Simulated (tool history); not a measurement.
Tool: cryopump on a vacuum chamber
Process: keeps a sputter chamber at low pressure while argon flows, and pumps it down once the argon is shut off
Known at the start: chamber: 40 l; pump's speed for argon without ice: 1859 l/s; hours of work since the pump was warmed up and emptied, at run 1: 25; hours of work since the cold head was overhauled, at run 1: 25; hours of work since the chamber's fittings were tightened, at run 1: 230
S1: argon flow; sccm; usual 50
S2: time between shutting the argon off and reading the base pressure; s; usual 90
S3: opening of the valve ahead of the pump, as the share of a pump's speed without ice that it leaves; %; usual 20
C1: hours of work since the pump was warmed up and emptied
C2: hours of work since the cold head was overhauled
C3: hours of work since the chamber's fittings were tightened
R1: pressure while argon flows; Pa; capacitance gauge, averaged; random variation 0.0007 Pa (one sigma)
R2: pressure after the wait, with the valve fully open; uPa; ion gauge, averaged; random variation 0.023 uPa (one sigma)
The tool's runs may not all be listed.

{"run": 1, "hour": 0.0, "S1": 50, "S2": 90, "S3": 20, "C1": 25, "C2": 25, "C3": 230, "R1": 0.2298, "R2": 0.94}
{"run": 2, "hour": 23.2, "S1": 50, "S2": 90, "S3": 20, "C1": 35, "C2": 35, "C3": 240, "R1": 0.2277, "R2": 0.95}
{"run": 3, "hour": 35.4, "S1": 97, "S2": 90, "S3": 20, "C1": 40, "C2": 40, "C3": 246, "R1": 0.4432, "R2": 0.93}
{"run": 4, "hour": 57.2, "S1": 97, "S2": 163, "S3": 20, "C1": 49, "C2": 49, "C3": 255, "R1": 0.4437, "R2": 0.72}
{"run": 5, "hour": 72.8, "S1": 97, "S2": 163, "S3": 20, "C1": 56, "C2": 56, "C3": 262, "R1": 0.4414, "R2": 0.71}
{"run": 6, "hour": 97.2, "S1": 97, "S2": 163, "S3": 20, "C1": 66, "C2": 66, "C3": 272, "R1": 0.4442, "R2": 0.75}
{"run": 7, "hour": 122.8, "S1": 97, "S2": 163, "S3": 20, "C1": 77, "C2": 77, "C3": 283, "R1": 0.4448, "R2": 0.74}
{"run": 8, "hour": 138.0, "S1": 97, "S2": 163, "S3": 20, "C1": 84, "C2": 84, "C3": 289, "R1": 0.444, "R2": 0.72}
{"run": 9, "hour": 155.2, "S1": 50, "S2": 83, "S3": 20, "C1": 91, "C2": 91, "C3": 297, "R1": 0.2289, "R2": 1.0}
{"run": 10, "hour": 171.8, "S1": 50, "S2": 83, "S3": 40, "C1": 98, "C2": 98, "C3": 304, "R1": 0.1153, "R2": 1.05}
{"run": 11, "hour": 183.7, "S1": 50, "S2": 83, "S3": 40, "C1": 103, "C2": 103, "C3": 309, "R1": 0.116, "R2": 1.08}
{"run": 12, "hour": 205.1, "S1": 50, "S2": 83, "S3": 40, "C1": 113, "C2": 113, "C3": 318, "R1": 0.1155, "R2": 1.07}
{"run": 13, "hour": 226.2, "S1": 33, "S2": 90, "S3": 20, "C1": 122, "C2": 122, "C3": 327, "R1": 0.1523, "R2": 1.02}
{"run": 14, "hour": 242.6, "S1": 50, "S2": 90, "S3": 20, "C1": 129, "C2": 129, "C3": 334, "R1": 0.2302, "R2": 1.04}
{"run": 15, "hour": 256.0, "S1": 50, "S2": 90, "S3": 20, "C1": 134, "C2": 134, "C3": 340, "R1": 0.2301, "R2": 1.0}
{"run": 16, "hour": 277.2, "S1": 50, "S2": 90, "S3": 20, "C1": 143, "C2": 143, "C3": 349, "R1": 0.2306, "R2": 1.02}
{"run": 17, "hour": 294.8, "S1": 50, "S2": 90, "S3": 23, "C1": 151, "C2": 151, "C3": 357, "R1": 0.1997, "R2": 1.03}
{"run": 18, "hour": 318.6, "S1": 50, "S2": 90, "S3": 23, "C1": 161, "C2": 161, "C3": 367, "R1": 0.2011, "R2": 0.99}
{"run": 19, "hour": 342.4, "S1": 57, "S2": 195, "S3": 24, "C1": 171, "C2": 171, "C3": 377, "R1": 0.2206, "R2": 0.75}
{"run": 20, "hour": 359.9, "S1": 57, "S2": 195, "S3": 24, "C1": 179, "C2": 179, "C3": 385, "R1": 0.2198, "R2": 0.82}
{"run": 21, "hour": 381.4, "S1": 57, "S2": 195, "S3": 28, "C1": 188, "C2": 188, "C3": 394, "R1": 0.19, "R2": 0.77}
{"run": 22, "hour": 398.1, "S1": 27, "S2": 195, "S3": 35, "C1": 195, "C2": 195, "C3": 401, "R1": 0.072, "R2": 0.81}
{"run": 23, "hour": 410.6, "S1": 27, "S2": 195, "S3": 55, "C1": 201, "C2": 201, "C3": 406, "R1": 0.0464, "R2": 0.8}
{"run": 24, "hour": 424.6, "S1": 47, "S2": 21, "S3": 20, "C1": 207, "C2": 207, "C3": 412, "R1": 0.2159, "R2": 2.87}
{"run": 25, "hour": 444.0, "S1": 47, "S2": 21, "S3": 29, "C1": 215, "C2": 215, "C3": 421, "R1": 0.1531, "R2": 2.84}
{"run": 26, "hour": 467.6, "S1": 50, "S2": 24, "S3": 44, "C1": 225, "C2": 225, "C3": 431, "R1": 0.1074, "R2": 2.55}
{"run": 27, "hour": 478.5, "S1": 29, "S2": 38, "S3": 35, "C1": 230, "C2": 230, "C3": 435, "R1": 0.0778, "R2": 1.87}
{"run": 28, "hour": 496.9, "S1": 96, "S2": 66, "S3": 18, "C1": 238, "C2": 238, "C3": 443, "R1": 0.4944, "R2": 1.33}
{"run": 29, "hour": 516.0, "S1": 96, "S2": 66, "S3": 18, "C1": 246, "C2": 246, "C3": 452, "R1": 0.4921, "R2": 1.34}
{"run": 30, "hour": 539.8, "S1": 50, "S2": 132, "S3": 20, "C1": 256, "C2": 256, "C3": 462, "R1": 0.2317, "R2": 1.04}
{"run": 31, "hour": 550.7, "S1": 50, "S2": 229, "S3": 40, "C1": 261, "C2": 261, "C3": 466, "R1": 0.1183, "R2": 0.84}
{"run": 32, "hour": 563.4, "S1": 50, "S2": 138, "S3": 40, "C1": 266, "C2": 266, "C3": 472, "R1": 0.1193, "R2": 0.98}
{"run": 33, "hour": 581.5, "S1": 50, "S2": 138, "S3": 40, "C1": 274, "C2": 274, "C3": 480, "R1": 0.1189, "R2": 0.98}
{"run": 34, "hour": 602.3, "S1": 31, "S2": 59, "S3": 40, "C1": 283, "C2": 283, "C3": 488, "R1": 0.0749, "R2": 1.47}

The same runs without the tool's hidden state, with the same run-to-run variation:
The hidden state here: pump's speed, % of a pump's without ice; cold plate's temperature, K; leak into the chamber, uPa l/s; drift of the gauge itself on working_pa, %; drift of the gauge itself on base_upa, %.
run=1 R1=0.2292 R2=0.71
run=2 R1=0.2269 R2=0.72
run=3 R1=0.4415 R2=0.69
run=4 R1=0.4417 R2=0.47
run=5 R1=0.4391 R2=0.46
run=6 R1=0.4416 R2=0.49
run=7 R1=0.4418 R2=0.47
run=8 R1=0.4408 R2=0.45
run=9 R1=0.2272 R2=0.71
run=10 R1=0.1134 R2=0.74
run=11 R1=0.1140 R2=0.77
run=12 R1=0.1133 R2=0.76
run=13 R1=0.1508 R2=0.70
run=14 R1=0.2278 R2=0.71
run=15 R1=0.2276 R2=0.67
run=16 R1=0.2278 R2=0.68
run=17 R1=0.1969 R2=0.68
run=18 R1=0.1980 R2=0.63
run=19 R1=0.2169 R2=0.37
run=20 R1=0.2160 R2=0.44
run=21 R1=0.1859 R2=0.38
run=22 R1=0.0700 R2=0.40
run=23 R1=0.0443 R2=0.40
run=24 R1=0.2122 R2=2.44
run=25 R1=0.1492 R2=2.42
run=26 R1=0.1031 R2=2.12
run=27 R1=0.0752 R2=1.43
run=28 R1=0.4857 R2=0.88
run=29 R1=0.4831 R2=0.89
run=30 R1=0.2269 R2=0.56
run=31 R1=0.1133 R2=0.36
run=32 R1=0.1142 R2=0.50
run=33 R1=0.1137 R2=0.49
run=34 R1=0.0716 R2=0.97

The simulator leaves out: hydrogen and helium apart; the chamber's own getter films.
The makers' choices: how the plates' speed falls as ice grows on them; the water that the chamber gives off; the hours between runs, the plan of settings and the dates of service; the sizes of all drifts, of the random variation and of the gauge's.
